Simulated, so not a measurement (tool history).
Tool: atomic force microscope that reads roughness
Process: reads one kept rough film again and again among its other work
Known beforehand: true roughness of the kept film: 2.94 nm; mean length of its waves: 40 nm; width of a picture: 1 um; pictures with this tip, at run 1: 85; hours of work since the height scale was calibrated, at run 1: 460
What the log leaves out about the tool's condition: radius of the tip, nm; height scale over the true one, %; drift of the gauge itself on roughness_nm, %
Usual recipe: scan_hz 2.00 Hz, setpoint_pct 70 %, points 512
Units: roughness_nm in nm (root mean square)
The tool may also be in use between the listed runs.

| run | hour | scan_hz | setpoint_pct | points | pictures with this tip | hours of work since the height scale was calibrated | roughness_nm |
|---|---|---|---|---|---|---|---|
| 1 | 0.0 | 2.00 | 70 | 512 | 85 | 460 | 2.564 |
| 2 | 9.2 | 2.00 | 72 | 512 | 100 | 467 | 2.513 |
| 3 | 21.8 | 2.00 | 72 | 512 | 121 | 477 | 2.497 |
| 4 | 31.2 | 2.00 | 70 | 991 | 137 | 484 | 2.514 |
| 5 | 47.6 | 2.00 | 70 | 991 | 165 | 496 | 2.477 |
| 6 | 61.7 | 2.00 | 70 | 512 | 188 | 506 | 2.436 |
| 7 | 73.9 | 2.00 | 70 | 512 | 209 | 515 | 2.437 |
| 8 | 83.2 | 0.85 | 70 | 889 | 224 | 522 | 2.491 |
| 9 | 92.0 | 0.85 | 70 | 889 | 239 | 529 | 2.495 |
|  | 95.7 | new tip fitted |
| 10 | 103.2 | 0.85 | 70 | 889 | 13 | 537 | 2.769 |
| 11 | 111.2 | 1.17 | 57 | 474 | 26 | 543 | 2.751 |
| 12 | 123.0 | 2.63 | 64 | 888 | 46 | 552 | 2.638 |
| 13 | 138.8 | 2.63 | 64 | 888 | 73 | 563 | 2.588 |
| 14 | 153.8 | 2.90 | 56 | 842 | 98 | 575 | 2.626 |

How the hidden state differs across the entries between the runs, from the last listed run before each to the first after it:
Logged between run 9 and run 10: new tip fitted (hour 95.7)
  radius of the tip, nm: 20.7 -> 6; height scale over the true one, %: 0.35 -> 0.36
  the result without the hidden state subtracted from the measured one, roughness_nm: -0.266 -> -0.010 nm (root mean square)
